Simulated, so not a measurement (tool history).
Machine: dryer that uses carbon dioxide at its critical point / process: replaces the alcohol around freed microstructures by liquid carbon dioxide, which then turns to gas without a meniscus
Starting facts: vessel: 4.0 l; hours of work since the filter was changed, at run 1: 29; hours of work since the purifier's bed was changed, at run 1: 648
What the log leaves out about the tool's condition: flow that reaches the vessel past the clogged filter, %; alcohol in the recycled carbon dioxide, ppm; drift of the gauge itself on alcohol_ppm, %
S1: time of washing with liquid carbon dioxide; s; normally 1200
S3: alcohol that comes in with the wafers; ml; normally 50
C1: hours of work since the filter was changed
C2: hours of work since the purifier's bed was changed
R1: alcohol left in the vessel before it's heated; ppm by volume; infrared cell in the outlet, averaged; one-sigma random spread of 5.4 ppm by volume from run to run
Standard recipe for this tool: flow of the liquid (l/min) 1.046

Run 1, hour 0: usual settings; C1 29; C2 648. Result: R1 261 ppm by volume.
Run 2, hour 27.4: usual settings but S3 59 ml; C1 48; C2 666. Result: R1 291 ppm by volume.
Run 3, hour 67.7: usual settings; C1 76; C2 694. Result: R1 269 ppm by volume.
Run 4, hour 107.7: usual settings; C1 103; C2 721. Result: R1 288 ppm by volume.
Run 5, hour 128.3: usual settings; C1 117; C2 736. Result: R1 274 ppm by volume.
Run 6, hour 152.4: usual settings but flow of the liquid (l/min) 0.8; C1 134; C2 752. Result: R1 558 ppm by volume.
Run 7, hour 179.9: usual settings but flow of the liquid (l/min) 1.55, S3 119 ml; C1 152; C2 771. Result: R1 185 ppm by volume.
Run 8, hour 222.8: usual settings but S1 1320 s, S3 54 ml; C1 182; C2 800. Result: R1 257 ppm by volume.
Run 9, hour 255.6: usual settings but flow of the liquid (l/min) 1.17, S3 99 ml; C1 204; C2 823. Result: R1 347 ppm by volume.
Run 10, hour 277.5: usual settings but flow of the liquid (l/min) 1.17, S3 99 ml; C1 219; C2 838. Result: R1 348 ppm by volume.
Run 11, hour 296.8: usual settings but flow of the liquid (l/min) 1.43, S3 99 ml; C1 232; C2 851. Result: R1 226 ppm by volume.

Below are 3 alternative next runs, each starting from the tool's condition after run 11. Predict each:
Run A, hour 326.8: usual settings but S1 1680 s; C1 253; C2 871. Result: R1 ?.
Run B, hour 326.8: usual settings but flow of the liquid (l/min) 1.22; C1 253; C2 871. Result: R1 ?.
Run C, hour 326.8: usual settings but S1 960 s, flow of the liquid (l/min) 1.63, S3 85 ml; C1 253; C2 871. Result: R1 ?.

run   R1
  A  192
  B  241
  C  254
With no hidden state in the tool, these same runs would have given:
run  R1
  A  30
  B  69
  C  80
